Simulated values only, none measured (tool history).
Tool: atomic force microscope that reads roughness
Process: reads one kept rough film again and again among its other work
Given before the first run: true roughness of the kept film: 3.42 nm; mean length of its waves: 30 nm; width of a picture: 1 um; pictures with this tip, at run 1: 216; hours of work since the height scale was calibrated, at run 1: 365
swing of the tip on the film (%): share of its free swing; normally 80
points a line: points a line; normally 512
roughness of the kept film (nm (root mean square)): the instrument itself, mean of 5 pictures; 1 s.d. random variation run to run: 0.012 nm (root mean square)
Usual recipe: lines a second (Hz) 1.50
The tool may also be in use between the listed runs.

| run | hour | lines a second (Hz) | swing of the tip on the film (%) | points a line | pictures with this tip | hours of work since the height scale was calibrated | roughness of the kept film (nm (root mean square)) |
|---|---|---|---|---|---|---|---|
| 1 | 0.0 | 1.50 | 80 | 512 | 216 | 365 | 2.391 |
| 2 | 14.4 | 1.50 | 80 | 512 | 239 | 372 | 2.361 |
|  | 34.5 | new tip fitted |
| 3 | 34.5 | 1.50 | 80 | 512 | 0 | 382 | 2.758 |
| 4 | 45.9 | 1.50 | 80 | 512 | 18 | 388 | 2.736 |
| 5 | 56.1 | 1.50 | 80 | 512 | 34 | 393 | 2.702 |
| 6 | 67.1 | 1.50 | 80 | 512 | 51 | 399 | 2.690 |
| 7 | 80.3 | 1.50 | 88 | 512 | 72 | 405 | 2.537 |
| 8 | 94.3 | 1.50 | 88 | 512 | 94 | 413 | 2.486 |
| 9 | 104.0 | 1.50 | 88 | 512 | 109 | 418 | 2.457 |
| 10 | 122.8 | 1.50 | 88 | 512 | 138 | 427 | 2.415 |
| 11 | 143.9 | 1.50 | 88 | 512 | 172 | 438 | 2.374 |
| 12 | 158.6 | 0.60 | 80 | 512 | 195 | 445 | 2.608 |
| 13 | 170.5 | 0.60 | 74 | 512 | 213 | 451 | 2.592 |
| 14 | 183.1 | 0.60 | 74 | 512 | 233 | 458 | 2.576 |
| 15 | 198.6 | 1.50 | 80 | 512 | 258 | 466 | 2.352 |
|  | 207.2 | new tip fitted |
| 16 | 219.3 | 1.50 | 80 | 512 | 19 | 476 | 2.695 |
|  | 221.7 | height scale calibrated on a step standard |
| 17 | 241.2 | 1.50 | 82 | 512 | 52 | 10 | 2.640 |
| 18 | 251.0 | 1.50 | 82 | 512 | 68 | 15 | 2.583 |
| 19 | 266.0 | 2.05 | 80 | 512 | 91 | 23 | 2.493 |
| 20 | 279.0 | 2.05 | 80 | 512 | 112 | 29 | 2.447 |
| 21 | 291.7 | 1.83 | 74 | 282 | 131 | 36 | 2.518 |
| 22 | 301.2 | 2.41 | 65 | 830 | 146 | 41 | 2.574 |
| 23 | 311.6 | 0.56 | 80 | 512 | 163 | 46 | 2.619 |
|  | 316.9 | height scale calibrated on a step standard, once more |
| 24 | 323.9 | 0.56 | 80 | 512 | 180 | 4 | 2.600 |
| 25 | 344.7 | 1.56 | 59 | 512 | 213 | 14 | 2.588 |
| 26 | 360.6 | 0.53 | 75 | 423 | 238 | 22 | 2.553 |
|  | 381.1 | new tip fitted |
| 27 | 382.2 | 0.53 | 75 | 423 | 1 | 33 | 2.963 |
| 28 | 397.9 | 0.53 | 75 | 423 | 26 | 41 | 2.901 |
| 29 | 414.3 | 1.31 | 69 | 759 | 52 | 49 | 2.808 |
| 30 | 433.5 | 0.75 | 77 | 272 | 82 | 59 | 2.755 |
| 31 | 450.1 | 0.75 | 77 | 272 | 108 | 68 | 2.699 |
| 32 | 459.5 | 1.50 | 81 | 344 | 123 | 73 | 2.536 |
| 33 | 475.6 | 1.01 | 87 | 512 | 148 | 81 | 2.534 |

Hidden condition of the tool, last listed run before each entry between runs versus first listed run after:
Runs 2 to 3: new tip fitted (hour 34.5)
  radius of the tip, nm: 19.7 -> 7.1; height scale over the true one, %: -0.2 -> -0.21
  measured value less the no-hidden-state value, roughness of the kept film (nm (root mean square)): -0.413 -> -0.008
Runs 15 to 16: new tip fitted (hour 207.2)
  radius of the tip, nm: 19.7 -> 9
  measured value less the no-hidden-state value, roughness of the kept film (nm (root mean square)): -0.413 -> -0.079
Runs 16 to 17: height scale calibrated on a step standard (hour 221.7)
  radius of the tip, nm: 9 -> 10.5; height scale over the true one, %: -0.26 -> -0.43
  measured value less the no-hidden-state value, roughness of the kept film (nm (root mean square)): -0.079 -> -0.136
Runs 23 to 24: height scale calibrated on a step standard, once more (hour 316.9)
  radius of the tip, nm: 16.1 -> 17; height scale over the true one, %: -0.45 -> -0.15
  measured value less the no-hidden-state value, roughness of the kept film (nm (root mean square)): -0.336 -> -0.355
Runs 26 to 27: new tip fitted (hour 381.1)
  radius of the tip, nm: 19.7 -> 7.4
  measured value less the no-hidden-state value, roughness of the kept film (nm (root mean square)): -0.445 -> -0.021
